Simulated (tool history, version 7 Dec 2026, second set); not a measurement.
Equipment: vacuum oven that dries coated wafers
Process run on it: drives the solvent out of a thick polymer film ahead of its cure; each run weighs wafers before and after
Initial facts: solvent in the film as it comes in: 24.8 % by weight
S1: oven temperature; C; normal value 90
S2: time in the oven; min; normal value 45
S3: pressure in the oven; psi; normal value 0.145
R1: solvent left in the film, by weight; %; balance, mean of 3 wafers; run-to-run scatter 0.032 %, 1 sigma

run 1 hour=0.0 | S1=90 S2=45 S3=0.145 | R1=1.14
run 2 hour=29.1 | S1=90 S2=45 S3=0.145 | R1=1.16
run 3 hour=65.8 | S1=90 S2=45 S3=0.145 | R1=1.08
run 4 hour=115.9 | S1=90 S2=28 S3=0.145 | R1=2.98
run 5 hour=157.9 | S1=104 S2=45 S3=0.145 | R1=0.29
run 6 hour=208.2 | S1=104 S2=45 S3=0.145 | R1=0.28
run 7 hour=258.2 | S1=92 S2=45 S3=0.145 | R1=0.89
run 8 hour=290.3 | S1=92 S2=45 S3=0.145 | R1=0.85
run 9 hour=317.3 | S1=90 S2=75 S3=0.145 | R1=0.52
run 10 hour=343.6 | S1=90 S2=75 S3=0.145 | R1=0.47
run 11 hour=402.0 | S1=90 S2=75 S3=0.145 | R1=0.51
run 12 hour=442.7 | S1=90 S2=75 S3=0.145 | R1=0.50
run 13 hour=490.3 | S1=90 S2=75 S3=0.145 | R1=0.50
run 14 hour=537.2 | S1=90 S2=45 S3=0.145 | R1=1.10
-- hour=554.4 oven's thermocouples calibrated
run 15 hour=579.3 | S1=90 S2=45 S3=0.145 | R1=1.30
run 16 hour=612.0 | S1=90 S2=28 S3=0.145 | R1=3.21
run 17 hour=658.0 | S1=90 S2=28 S3=0.145 | R1=3.24
run 18 hour=702.3 | S1=90 S2=28 S3=0.145 | R1=3.19
run 19 hour=741.1 | S1=94 S2=40 S3=0.348 | R1=1.46
run 20 hour=796.8 | S1=82 S2=45 S3=0.103 | R1=3.13
run 21 hour=843.9 | S1=91 S2=29 S3=0.109 | R1=2.60
run 22 hour=891.3 | S1=91 S2=29 S3=0.109 | R1=2.59

Run 23 has not been measured yet. What should we expect?
run 23 hour=925.4 | S1=90 S2=28 S3=0.393 | R1=?

R1: 3.81 %
Minus the tool's unlogged condition, the same run would have read R1 3.80 %.
